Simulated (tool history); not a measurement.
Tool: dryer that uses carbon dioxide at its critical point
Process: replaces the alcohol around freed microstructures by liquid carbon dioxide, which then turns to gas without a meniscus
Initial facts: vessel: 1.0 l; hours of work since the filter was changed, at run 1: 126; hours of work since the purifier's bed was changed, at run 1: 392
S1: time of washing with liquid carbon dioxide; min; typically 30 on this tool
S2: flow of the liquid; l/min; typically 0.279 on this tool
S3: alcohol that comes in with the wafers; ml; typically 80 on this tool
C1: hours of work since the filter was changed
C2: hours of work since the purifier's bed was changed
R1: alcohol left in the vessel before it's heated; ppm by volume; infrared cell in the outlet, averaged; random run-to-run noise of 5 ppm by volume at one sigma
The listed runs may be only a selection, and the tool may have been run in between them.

run,day,S1,S2,S3,C1,C2,R1
1,0,30,0.279,80,126,392,139
2,0.783,30,0.279,80,132,398,151
3,1.95,30,0.279,80,141,408,139
4,2.538,30,0.279,109,146,412,177
5,3.429,30,0.279,109,153,419,185
6,4.654,30,0.279,109,162,429,189
7,5.558,30,0.279,109,170,436,192
8,6.1,30,0.279,109,174,441,196
9,7.188,30,0.367,80,183,449,118
10,7.996,26,0.279,80,189,456,273
11,8.775,26,0.226,80,195,462,682
12,9.688,30,0.279,80,202,469,191
13,10.925,30,0.279,80,212,479,192
14,11.975,30,0.279,80,220,487,199
15,13.179,30,0.279,80,230,497,193
16,13.967,30,0.279,80,236,503,205
17,14.825,30,0.279,80,243,510,198
18,16.025,30,0.279,80,252,519,205
19,16.804,42,0.21,79,259,525,179
20,17.65,38,0.408,73,265,532,129
21,18.283,38,0.377,48,270,537,126

For run 22, what comes out?
22,19.538,40,0.295,37,280,547,?

R1: 130 ppm by volume
With no hidden state in the tool, this same run would have given R1 9 ppm by volume.
